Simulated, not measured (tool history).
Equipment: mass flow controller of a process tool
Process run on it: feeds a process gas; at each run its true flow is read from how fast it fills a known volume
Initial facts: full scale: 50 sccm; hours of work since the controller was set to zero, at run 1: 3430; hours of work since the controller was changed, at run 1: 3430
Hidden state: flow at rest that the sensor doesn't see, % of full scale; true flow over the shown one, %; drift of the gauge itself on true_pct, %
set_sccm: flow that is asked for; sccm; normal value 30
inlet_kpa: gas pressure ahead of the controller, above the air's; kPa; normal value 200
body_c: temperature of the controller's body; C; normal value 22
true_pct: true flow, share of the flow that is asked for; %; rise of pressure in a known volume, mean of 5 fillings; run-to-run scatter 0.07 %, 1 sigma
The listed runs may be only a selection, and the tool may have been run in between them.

run	hour	set_sccm	inlet_kpa	body_c	hours of work since the controller was set to zero	hours of work since the controller was changed	true_pct
1	0	30	200	22	3430	3430	98.98
2	158.4	30	200	22	3542	3542	99.14
3	507.6	30	200	22	3788	3788	99.03
4	711.1	30	200	22	3932	3932	99.05
5	1076	30	200	22	4190	4190	98.98
6	1397.4	30	200	22	4417	4417	99.15
7	1668	30	200	22	4607	4607	99.04
8	1921.2	30	200	22	4786	4786	98.98
9	2284.7	30	200	22	5043	5043	99.01
10	2548.4	30	200	28	5229	5229	98.48
11	2834.4	30	200	28	5431	5431	98.44
12	3039	30	205	22	5575	5575	98.97
13	3257.7	30	200	22	5730	5730	98.96
14	3599.5	30	200	22	5971	5971	99.05
15	3876.4	30	200	22	6166	6166	99.1
16	4158.1	30	200	22	6365	6365	99.04
17	4390.7	30	200	23	6529	6529	98.98
18	4712.5	30	200	35	6757	6757	97.79
19	4930.6	12	200	22	6911	6911	95.22
20	5307.2	30	200	23	7176	7176	98.87
21	5681.7	30	200	23	7441	7441	98.9
22	5966.6	30	200	22	7642	7642	98.95
23	6312.5	30	200	22	7886	7886	98.93
24	6691.9	20	277	22	8154	8154	97.53
25	6859.8	20	277	22	8273	8273	97.42
# hour 7013.7: controller's zero set anew
26	7185.3	20	277	22	121	8502	100.62
27	7353.9	23	184	32	240	8621	99.34
28	7580.1	23	184	32	400	8781	99.48
29	7916.7	23	184	32	637	9018	99.59
30	8290.3	23	184	32	901	9282	99.46
31	8509.9	30	160	26	1056	9437	100.65
32	8727.5	35	149	25	1210	9591	100.87
33	9107.2	35	149	25	1478	9859	100.94
34	9313.8	33	149	31	1624	10004	100.21
35	9694.6	30	279	22	1892	10273	101.26
36	9919.6	14	195	22	2051	10432	99.4
37	10201	30	146	29	2250	10631	100.16
38	10395.1	30	146	29	2387	10768	100.13
39	10600.4	17	229	24	2532	10913	99.63
40	10810.8	17	161	22	2680	11061	99.56
41	11143.8	17	230	25	2915	11296	99.33
42	11342	20	162	25	3055	11436	99.6
43	11565.4	16	183	32	3213	11594	98.27
44	11892.4	30	169	24	3444	11825	100.79
45	12146.1	30	199	22	3623	12004	101.11

Had the tool no unlogged condition, and each run kept its random variation, what would the results have been?
run	true_pct
1	98.98
2	99.15
3	99.03
4	99.06
5	98.98
6	99.16
7	99.04
8	98.98
9	99.01
10	98.49
11	98.44
12	98.98
13	98.97
14	99.06
15	99.1
16	99.05
17	98.99
18	97.8
19	97.81
20	98.88
21	98.91
22	98.96
23	98.94
24	98.55
25	98.45
26	98.66
27	97.37
28	97.52
29	97.64
30	97.53
31	98.63
32	98.8
33	98.86
34	98.15
35	99.25
36	98.01
37	98.15
38	98.12
39	98.12
40	98.08
41	97.89
42	97.97
43	96.97
44	98.76
45	99.08
